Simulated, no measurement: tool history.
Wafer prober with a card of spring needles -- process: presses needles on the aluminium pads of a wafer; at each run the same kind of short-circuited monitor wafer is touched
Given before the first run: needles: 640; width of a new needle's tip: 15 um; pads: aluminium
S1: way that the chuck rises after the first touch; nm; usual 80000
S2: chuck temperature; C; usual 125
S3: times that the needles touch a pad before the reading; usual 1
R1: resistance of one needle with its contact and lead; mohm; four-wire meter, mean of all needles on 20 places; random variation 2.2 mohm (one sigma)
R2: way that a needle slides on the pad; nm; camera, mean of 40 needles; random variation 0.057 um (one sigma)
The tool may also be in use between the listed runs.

run	hour	S1	S2	S3	R1	R2
1	0	80000	125	1	270	20560
# hour 35.7: tips cleaned on abrasive film
2	49.9	80000	125	1	280	20560
3	74.2	79000	125	1	300	20350
# hour 83.4: tips cleaned on abrasive film
4	119.5	80000	125	1	298	20620
# hour 130.3: tips cleaned on abrasive film
5	156.1	80000	125	1	288	20510
# hour 175.9: tips cleaned on abrasive film
6	183.3	80000	125	1	268	20550
7	213.5	80000	125	1	302	20570
# hour 221.2: tips cleaned on abrasive film
8	239.5	80000	125	1	284	20610
9	263.8	80000	125	1	300	20450
# hour 267.1: tips cleaned on abrasive film
10	300.5	80000	125	1	299	20490
# hour 312.3: tips cleaned on abrasive film
11	355.9	80000	42	1	290	20450
# hour 359.1: tips cleaned on abrasive film
# hour 406.5: tips cleaned on abrasive film
12	408.2	83000	115	1	249	21190
13	446.6	90000	115	1	286	23020
# hour 454.9: tips cleaned on abrasive film
14	495.4	91000	46	2	254	23320
# hour 499.3: tips cleaned on abrasive film
# hour 499.6: height of the first contact set anew
15	527.3	91000	44	2	250	23520
# hour 545.6: tips cleaned on abrasive film
16	556.2	75000	29	1	259	19350
# hour 593.6: tips cleaned on abrasive film
17	597.2	80000	27	2	228	20630
# hour 638.6: tips cleaned on abrasive film
18	652.8	80000	27	2	241	20590
19	676.4	80000	80	2	267	20540
# hour 684.9: tips cleaned on abrasive film
20	721.7	89000	52	2	256	22930
# hour 730.9: tips cleaned on abrasive film
21	749.3	85000	125	2	265	21900
# hour 775.3: tips cleaned on abrasive film
22	780.4	63000	118	2	260	16100

Below are 4 alternative next runs, each starting from the tool's condition after run 22. Predict each:
# hour 821.2: tips cleaned on abrasive film
A	827.7	72000	125	1	?	?
# hour 821.2: tips cleaned on abrasive film
B	827.7	63000	96	2	?	?
# hour 821.2: tips cleaned on abrasive film
C	827.7	63000	118	1	?	?
# hour 821.2: tips cleaned on abrasive film
D	827.7	67000	125	1	?	?

run	R1	R2
A	268	18410
B	253	16060
C	272	16010
D	274	17120
With no hidden state in the tool, these same runs would have given:
run	R1	R2
A	240	18590
B	231	16250
C	237	16200
D	242	17310

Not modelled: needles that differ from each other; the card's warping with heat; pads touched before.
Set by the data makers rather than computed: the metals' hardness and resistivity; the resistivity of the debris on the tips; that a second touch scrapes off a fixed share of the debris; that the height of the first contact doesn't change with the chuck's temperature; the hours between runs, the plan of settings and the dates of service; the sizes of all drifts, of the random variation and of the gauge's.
